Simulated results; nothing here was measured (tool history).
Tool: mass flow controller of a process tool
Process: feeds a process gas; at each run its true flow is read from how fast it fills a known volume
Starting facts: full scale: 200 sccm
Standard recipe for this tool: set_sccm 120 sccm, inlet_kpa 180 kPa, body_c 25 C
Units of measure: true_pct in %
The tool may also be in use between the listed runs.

run    hour  set_sccm  inlet_kpa  body_c  true_pct
  1     0.0       120        180      25     99.16
  2    56.3       120        180      25     99.16
  3   105.1       120        180      25     99.16
  4   157.3       120        180      25     99.11
  5   224.5        25        180      25     98.73
  6   281.0       120        180      25     99.15
  7   329.7       120        180      25     99.13
  8   383.3        98        180      25     98.94
  9   458.3       120        180      25     99.21
 10   525.4       120        180      25     99.21
      529.3  -- controller's zero set anew
 11   575.8       120        180      25     99.17
 12   635.1        27        206      30     98.85
      646.7  -- controller's zero set anew, once more
 13   700.4        31        147      21     98.77
 14   780.8       120        161      25     99.04
 15   857.0        56        161      25     98.60
 16   930.1       116        202      30     98.88
 17   976.0       104        180      40     97.99
 18  1020.2       102        142      28     98.59
 19  1090.7        21        174      25     98.97
 20  1161.5        21        174      25     99.01
 21  1239.0        76        180      22     99.00
 22  1289.9        76        180      22     98.95

Forecast each of these 4 alternatives for the next run:
  A  1337.3        76        148      36         ?
  B  1337.3       170        242      21         ?
  C  1337.3        62        244      33         ?
  D  1337.3       118        227      24         ?

run  true_pct
  A     98.04
  B    100.10
  C     98.67
  D     99.37
With the hidden condition removed and each run's random variation left untouched, the same runs would have given:
run  true_pct
  A     98.02
  B    100.25
  C     98.58
  D     99.46
